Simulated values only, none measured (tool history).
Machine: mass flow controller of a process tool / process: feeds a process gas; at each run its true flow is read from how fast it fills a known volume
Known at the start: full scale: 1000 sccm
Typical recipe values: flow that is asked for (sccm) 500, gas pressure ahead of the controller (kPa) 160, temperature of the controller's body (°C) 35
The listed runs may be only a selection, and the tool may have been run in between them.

run    hour  flow that is asked for (sccm)  gas pressure ahead of the controller (kPa)  temperature of the controller's body (°C)  true flow (%)
  1       0                            500                                         160                                         35          97.34
  2    83.6                            500                                         160                                         35          97.31
  3   145.8                            500                                         280                                         35          96.98
  4     194                            500                                         160                                         28          98.02
  5   268.4                            500                                         207                                         35          97.23
  6   325.3                            500                                         207                                         35          97.19
  7   383.2                            500                                         207                                         35          97.06
  8   463.4                            500                                         207                                         35          97.16
  9   547.4                            500                                         207                                         35          97.06
 10     620                            500                                         207                                         31          97.55
 11   681.6                            500                                         207                                         31          97.59
 12   749.3                            500                                         160                                         35           97.3
 13   789.1                            500                                         160                                         35          97.32
 14   858.5                            500                                         160                                         35          97.22
 15   917.4                            500                                         160                                         35          97.32
 16   965.8                            953                                         160                                         35          98.86
 17  1053.9                            953                                         160                                         35          98.87
 18  1127.9                            953                                         160                                         35           98.9
 19    1224                            953                                         160                                         35          98.94
 20    1279                            953                                         160                                         35          98.91
 21  1320.4                            101                                         193                                         23          96.57
     1324.8  -- controller's zero set anew
 22  1404.2                            101                                         193                                         23          96.41
 23  1495.6                            101                                         249                                         23          96.15
 24    1583                            847                                         188                                         32          98.82
     1625.6  -- controller's zero set anew, once more
 25  1640.7                            500                                         152                                         28          98.28
 26    1729                            642                                         160                                         22          99.33
 27  1815.4                            115                                         213                                         28          96.69
 28    1900                            500                                         154                                         35          97.49

For run 29, what comes out?
 29  1970.9                            500                                         176                                         23              ?

For run 29 the tool returned true flow (%) 98.69.
The same run, on a tool lacking any hidden state, would have yielded true flow (%) 98.63.
